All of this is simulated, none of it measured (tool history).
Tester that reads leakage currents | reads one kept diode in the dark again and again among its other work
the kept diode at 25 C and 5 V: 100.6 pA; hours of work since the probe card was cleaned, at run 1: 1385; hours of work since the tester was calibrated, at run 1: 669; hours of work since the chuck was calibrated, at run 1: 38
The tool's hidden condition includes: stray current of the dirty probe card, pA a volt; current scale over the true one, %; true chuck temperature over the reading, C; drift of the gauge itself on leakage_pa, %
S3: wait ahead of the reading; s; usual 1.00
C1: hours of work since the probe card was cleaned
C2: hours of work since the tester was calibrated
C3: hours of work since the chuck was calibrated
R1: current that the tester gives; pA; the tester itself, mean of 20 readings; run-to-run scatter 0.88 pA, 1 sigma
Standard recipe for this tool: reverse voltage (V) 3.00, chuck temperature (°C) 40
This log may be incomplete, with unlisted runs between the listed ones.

Run 1, hour 0.0: usual settings; C1 1385; C2 669; C3 38. Result: R1 297.23 pA.
Run 2, hour 31.1: usual settings; C1 1398; C2 683; C3 52. Result: R1 299.20 pA.
Run 3, hour 58.4: usual settings but S3 0.49 s; C1 1410; C2 695; C3 63. Result: R1 300.82 pA.
Run 4, hour 110.6: usual settings but S3 0.49 s; C1 1433; C2 717; C3 86. Result: R1 299.50 pA.
Run 5, hour 158.1: usual settings; C1 1453; C2 738; C3 106. Result: R1 300.03 pA.
Run 6, hour 207.1: usual settings; C1 1474; C2 759; C3 128. Result: R1 298.21 pA.
Run 7, hour 241.2: usual settings; C1 1489; C2 774; C3 142. Result: R1 300.69 pA.
Run 8, hour 297.1: usual settings; C1 1513; C2 798; C3 167. Result: R1 299.88 pA.
Run 9, hour 328.4: usual settings; C1 1527; C2 811; C3 180. Result: R1 300.98 pA.
Run 10, hour 383.6: usual settings but S3 2.41 s; C1 1551; C2 835; C3 204. Result: R1 299.72 pA.
Run 11, hour 427.1: usual settings but chuck temperature (°C) 42, S3 2.41 s; C1 1570; C2 854; C3 223. Result: R1 351.26 pA.
Run 12, hour 479.0: usual settings but chuck temperature (°C) 42, S3 2.41 s; C1 1592; C2 876; C3 245. Result: R1 351.49 pA.
Run 13, hour 507.4: usual settings but chuck temperature (°C) 42, S3 2.41 s; C1 1604; C2 889; C3 257. Result: R1 350.84 pA.
Run 14, hour 557.4: usual settings but chuck temperature (°C) 42, S3 2.41 s; C1 1626; C2 910; C3 279. Result: R1 353.14 pA.
Run 15, hour 589.5: usual settings but chuck temperature (°C) 42, S3 2.41 s; C1 1640; C2 924; C3 293. Result: R1 352.53 pA.
Run 16, hour 633.7: usual settings but chuck temperature (°C) 29; C1 1659; C2 943; C3 312. Result: R1 124.10 pA.
Run 17, hour 685.9: usual settings but chuck temperature (°C) 29; C1 1681; C2 966; C3 335. Result: R1 123.60 pA.
Run 18, hour 710.5: usual settings; C1 1692; C2 976; C3 345. Result: R1 302.55 pA.
Run 19, hour 760.7: usual settings but reverse voltage (V) 10.67; C1 1714; C2 998; C3 367. Result: R1 506.16 pA.
Run 20, hour 791.2: usual settings but reverse voltage (V) 1.58, chuck temperature (°C) 29; C1 1727; C2 1011; C3 380. Result: R1 95.87 pA.
Run 21, hour 825.5: usual settings but reverse voltage (V) 1.58, chuck temperature (°C) 29; C1 1742; C2 1026; C3 395. Result: R1 95.64 pA.
Run 22, hour 857.3: usual settings but reverse voltage (V) 1.58, chuck temperature (°C) 29; C1 1755; C2 1040; C3 409. Result: R1 95.18 pA.
At hour 862.7: probe card cleaned and baked.
Run 23, hour 893.1: usual settings but reverse voltage (V) 1.58, chuck temperature (°C) 29; C1 13; C2 1054; C3 423. Result: R1 97.06 pA.

For run 24, what comes out?
Run 24, hour 942.9: usual settings but reverse voltage (V) 1.58, chuck temperature (°C) 29; C1 35; C2 1076; C3 444. Result: R1 ?.

{"run 24": {"R1": 97.25}}
Minus the tool's unlogged condition, the same run would have read R1 91.90 pA.
